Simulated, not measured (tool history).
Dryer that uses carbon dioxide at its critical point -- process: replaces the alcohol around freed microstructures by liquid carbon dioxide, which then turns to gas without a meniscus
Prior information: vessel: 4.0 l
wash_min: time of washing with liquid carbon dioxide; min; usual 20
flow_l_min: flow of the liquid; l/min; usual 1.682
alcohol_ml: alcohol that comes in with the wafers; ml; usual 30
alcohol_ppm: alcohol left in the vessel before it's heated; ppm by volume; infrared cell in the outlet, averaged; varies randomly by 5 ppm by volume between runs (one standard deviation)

Run 1, hour 0: usual settings. Result: alcohol_ppm 35 ppm by volume.
Run 2, hour 11.1: usual settings. Result: alcohol_ppm 38 ppm by volume.
Run 3, hour 16.9: usual settings. Result: alcohol_ppm 49 ppm by volume.
Run 4, hour 28.8: usual settings. Result: alcohol_ppm 34 ppm by volume.
Run 5, hour 35.8: usual settings but flow_l_min 1.87 l/min. Result: alcohol_ppm 36 ppm by volume.
Run 6, hour 46.1: usual settings but flow_l_min 1.87 l/min. Result: alcohol_ppm 28 ppm by volume.
Run 7, hour 54.1: usual settings but flow_l_min 1.87 l/min. Result: alcohol_ppm 22 ppm by volume.
Run 8, hour 63.9: usual settings but flow_l_min 1.06 l/min. Result: alcohol_ppm 263 ppm by volume.
Run 9, hour 73.6: usual settings but flow_l_min 1.6 l/min. Result: alcohol_ppm 49 ppm by volume.
Run 10, hour 84.7: usual settings but flow_l_min 1.6 l/min. Result: alcohol_ppm 45 ppm by volume.
Run 11, hour 90: usual settings but flow_l_min 1.6 l/min. Result: alcohol_ppm 52 ppm by volume.
Run 12, hour 100.1: usual settings but alcohol_ml 20 ml. Result: alcohol_ppm 41 ppm by volume.
Run 13, hour 107: usual settings but alcohol_ml 20 ml. Result: alcohol_ppm 38 ppm by volume.
Run 14, hour 112.4: usual settings but alcohol_ml 20 ml. Result: alcohol_ppm 40 ppm by volume.
Run 15, hour 118.1: usual settings but alcohol_ml 20 ml. Result: alcohol_ppm 35 ppm by volume.
Run 16, hour 124: usual settings. Result: alcohol_ppm 53 ppm by volume.
Run 17, hour 133.5: usual settings but flow_l_min 1.4 l/min. Result: alcohol_ppm 96 ppm by volume.
Run 18, hour 139.5: usual settings but flow_l_min 1.4 l/min. Result: alcohol_ppm 89 ppm by volume.
Run 19, hour 145: usual settings but flow_l_min 1.6 l/min. Result: alcohol_ppm 56 ppm by volume.
Run 20, hour 152.2: usual settings but flow_l_min 1.6 l/min. Result: alcohol_ppm 66 ppm by volume.
Run 21, hour 159.1: usual settings but wash_min 31 min, alcohol_ml 42 ml. Result: alcohol_ppm 24 ppm by volume.
Run 22, hour 164.9: usual settings but alcohol_ml 42 ml. Result: alcohol_ppm 66 ppm by volume.
Run 23, hour 176.5: usual settings but alcohol_ml 42 ml. Result: alcohol_ppm 67 ppm by volume.
Run 24, hour 183.1: usual settings but flow_l_min 1.85 l/min, alcohol_ml 119 ml. Result: alcohol_ppm 95 ppm by volume.
Run 25, hour 188.3: usual settings but flow_l_min 2.11 l/min, alcohol_ml 52 ml. Result: alcohol_ppm 31 ppm by volume.
Run 26, hour 197.9: usual settings but wash_min 22 min, flow_l_min 2.11 l/min, alcohol_ml 61 ml. Result: alcohol_ppm 35 ppm by volume.
Run 27, hour 208.2: usual settings but wash_min 22 min, flow_l_min 2.11 l/min, alcohol_ml 61 ml. Result: alcohol_ppm 35 ppm by volume.
Run 28, hour 214.1: usual settings but wash_min 24 min, flow_l_min 1.15 l/min, alcohol_ml 54 ml. Result: alcohol_ppm 184 ppm by volume.
Run 29, hour 225.9: usual settings but wash_min 24 min, flow_l_min 1.15 l/min, alcohol_ml 54 ml. Result: alcohol_ppm 191 ppm by volume.
Run 30, hour 237.7: usual settings but flow_l_min 1.18 l/min, alcohol_ml 54 ml. Result: alcohol_ppm 330 ppm by volume.

Measured result minus the same run's result without the hidden state. Both carry the same run-to-run variation, though not necessarily the same gauge scatter:
Hidden conditions of the tool in this case: flow that reaches the vessel past the clogged filter, %; alcohol in the recycled carbon dioxide, ppm; drift of the gauge itself on alcohol_ppm, %.
run  alcohol_ppm
  1          +19
  2          +21
  3          +21
  4          +21
  5          +17
  6          +17
  7          +18
  8          +93
  9          +29
 10          +29
 11          +31
 12          +22
 13          +23
 14          +23
 15          +23
 16          +29
 17          +49
 18          +52
 19          +35
 20          +36
 21          +17
 22          +40
 23          +40
 24          +58
 25          +25
 26          +23
 27          +24
 28          +96
 29         +100
 30         +154
